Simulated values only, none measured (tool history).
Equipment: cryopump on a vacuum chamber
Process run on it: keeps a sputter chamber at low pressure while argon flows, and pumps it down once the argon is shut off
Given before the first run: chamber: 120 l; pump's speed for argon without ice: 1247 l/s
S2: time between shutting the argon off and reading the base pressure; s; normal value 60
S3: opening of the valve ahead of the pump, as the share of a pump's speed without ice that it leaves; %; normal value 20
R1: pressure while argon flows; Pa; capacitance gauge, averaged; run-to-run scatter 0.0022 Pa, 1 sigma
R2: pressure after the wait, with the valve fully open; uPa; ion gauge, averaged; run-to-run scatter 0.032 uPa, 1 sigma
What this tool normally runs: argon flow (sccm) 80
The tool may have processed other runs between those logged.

run 1 day=0.000 | argon_flow_(sccm)=80 S2=60 S3=20 | R1=0.5688 R2=2.91
run 2 day=0.462 | argon_flow_(sccm)=80 S2=60 S3=20 | R1=0.5748 R2=2.81
run 3 day=1.050 | argon_flow_(sccm)=80 S2=60 S3=20 | R1=0.5724 R2=2.94
run 4 day=1.400 | argon_flow_(sccm)=80 S2=60 S3=20 | R1=0.5738 R2=2.95
run 5 day=1.825 | argon_flow_(sccm)=80 S2=60 S3=20 | R1=0.5729 R2=2.86
run 6 day=2.217 | argon_flow_(sccm)=80 S2=60 S3=20 | R1=0.5742 R2=2.99
run 7 day=2.708 | argon_flow_(sccm)=80 S2=60 S3=41 | R1=0.2962 R2=2.97
run 8 day=3.217 | argon_flow_(sccm)=80 S2=60 S3=41 | R1=0.2952 R2=2.94
run 9 day=3.962 | argon_flow_(sccm)=80 S2=60 S3=41 | R1=0.2947 R2=2.98
run 10 day=4.575 | argon_flow_(sccm)=80 S2=60 S3=41 | R1=0.2982 R2=3.03
run 11 day=5.371 | argon_flow_(sccm)=80 S2=20 S3=41 | R1=0.2977 R2=5.94
run 12 day=6.067 | argon_flow_(sccm)=121 S2=60 S3=20 | R1=0.8745 R2=3.11
run 13 day=6.838 | argon_flow_(sccm)=80 S2=60 S3=20 | R1=0.5774 R2=3.11
run 14 day=7.692 | argon_flow_(sccm)=80 S2=60 S3=20 | R1=0.5813 R2=2.98
run 15 day=8.079 | argon_flow_(sccm)=80 S2=60 S3=20 | R1=0.5796 R2=3.01
run 16 day=8.583 | argon_flow_(sccm)=80 S2=60 S3=20 | R1=0.5801 R2=3.13
run 17 day=9.271 | argon_flow_(sccm)=80 S2=60 S3=20 | R1=0.5803 R2=3.01
run 18 day=9.850 | argon_flow_(sccm)=100 S2=235 S3=20 | R1=0.7256 R2=2.09
run 19 day=10.275 | argon_flow_(sccm)=100 S2=235 S3=20 | R1=0.7242 R2=2.08
run 20 day=10.875 | argon_flow_(sccm)=100 S2=20 S3=29 | R1=0.5170 R2=5.76
run 21 day=11.421 | argon_flow_(sccm)=75 S2=20 S3=53 | R1=0.2310 R2=5.95
run 22 day=11.875 | argon_flow_(sccm)=46 S2=52 S3=18 | R1=0.3712 R2=3.38
run 23 day=12.604 | argon_flow_(sccm)=63 S2=37 S3=18 | R1=0.5070 R2=4.13
run 24 day=13.025 | argon_flow_(sccm)=37 S2=60 S3=54 | R1=0.1125 R2=3.32
run 25 day=13.450 | argon_flow_(sccm)=80 S2=60 S3=27 | R1=0.4423 R2=3.18
run 26 day=14.271 | argon_flow_(sccm)=59 S2=132 S3=43 | R1=0.2179 R2=2.49
run 27 day=14.962 | argon_flow_(sccm)=59 S2=176 S3=43 | R1=0.2183 R2=2.37
run 28 day=15.425 | argon_flow_(sccm)=40 S2=282 S3=42 | R1=0.1509 R2=2.13
run 29 day=15.904 | argon_flow_(sccm)=40 S2=252 S3=42 | R1=0.1527 R2=2.16
run 30 day=16.462 | argon_flow_(sccm)=152 S2=252 S3=29 | R1=0.7991 R2=2.21
run 31 day=16.979 | argon_flow_(sccm)=152 S2=252 S3=29 | R1=0.8003 R2=2.21
run 32 day=17.846 | argon_flow_(sccm)=43 S2=252 S3=18 | R1=0.3501 R2=2.22
run 33 day=18.575 | argon_flow_(sccm)=55 S2=67 S3=17 | R1=0.4721 R2=3.17

Below, some changes in R1 between adjacent runs. For each, the amount present without the hidden state too (settings, incoming material, random variation) and the amount remaining for the hidden state with gauge scatter not shared by both compared results:
Hidden conditions of the tool in this case: pump's speed, % of a pump's without ice; cold plate's temperature, K; leak into the chamber, uPa l/s; drift of the gauge itself on working_pa, %; drift of the gauge itself on base_upa, %.
Run 11 -> 12: argon flow (sccm) 80 -> 121, S2 20 -> 60, S3 41 -> 20. R1 +0.5768 Pa: hidden state +0.0187, all else +0.5581.
Run 24 -> 25: argon flow (sccm) 37 -> 80, S3 54 -> 27. R1 +0.3298 Pa: hidden state +0.0236, all else +0.3062.
Run 29 -> 30: argon flow (sccm) 40 -> 152, S3 42 -> 29. R1 +0.6464 Pa: hidden state +0.0672, all else +0.5792.
Run 31 -> 32: argon flow (sccm) 152 -> 43, S3 29 -> 18. R1 -0.4502 Pa: hidden state -0.0652, all else -0.3850.
